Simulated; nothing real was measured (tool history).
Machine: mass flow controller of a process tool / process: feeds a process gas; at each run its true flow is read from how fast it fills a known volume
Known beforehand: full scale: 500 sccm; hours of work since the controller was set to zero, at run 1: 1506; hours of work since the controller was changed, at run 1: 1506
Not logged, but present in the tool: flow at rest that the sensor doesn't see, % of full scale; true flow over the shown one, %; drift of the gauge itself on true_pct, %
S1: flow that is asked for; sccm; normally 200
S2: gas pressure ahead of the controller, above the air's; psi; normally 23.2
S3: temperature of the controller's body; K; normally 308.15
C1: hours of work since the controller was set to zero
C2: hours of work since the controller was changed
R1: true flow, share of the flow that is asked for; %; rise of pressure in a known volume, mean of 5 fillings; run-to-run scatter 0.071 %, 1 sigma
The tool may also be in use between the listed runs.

run	day	S1	S2	S3	C1	C2	R1
1	0	200	23.2	308.15	1506	1506	99.67
2	9.529	200	23.2	308.15	1599	1599	99.48
3	16.338	200	23.2	308.15	1666	1666	99.31
4	23.038	200	23.2	308.15	1732	1732	99.33
5	34.029	200	22.3	308.15	1839	1839	99.27
6	42.362	200	23.2	310.15	1921	1921	99.41
# day 43.467: controller's zero set anew
7	51.867	59	23.2	308.15	82	2014	101.4
8	59.279	365	25.5	298.15	155	2086	98.22
9	64.925	195	25.5	298.15	210	2141	98.27
10	76.675	195	25.5	297.15	325	2256	98.29
11	84.538	53	21.9	309.15	402	2333	101.89
# day 85.258: controller's zero set anew, once more
12	96.325	132	28.7	294.15	108	2449	96.61
13	104.975	211	20.5	308.15	193	2533	98.19

Predict each of these 5 candidate next runs independently; none follows another, all start after run 13:
A	116.325	200	27.3	308.15	304	2644	?
B	116.325	98	23.2	308.15	304	2644	?
C	116.325	73	23.2	294.15	304	2644	?
D	116.325	193	20.5	308.15	304	2644	?
E	116.325	96	20.5	308.15	304	2644	?

run	R1
A	97.93
B	97.97
C	96.54
D	98.2
E	98.03
What these runs would have given with no unlogged condition in the tool:
run	R1
A	100.32
B	100.25
C	98.75
D	100.59
E	100.31
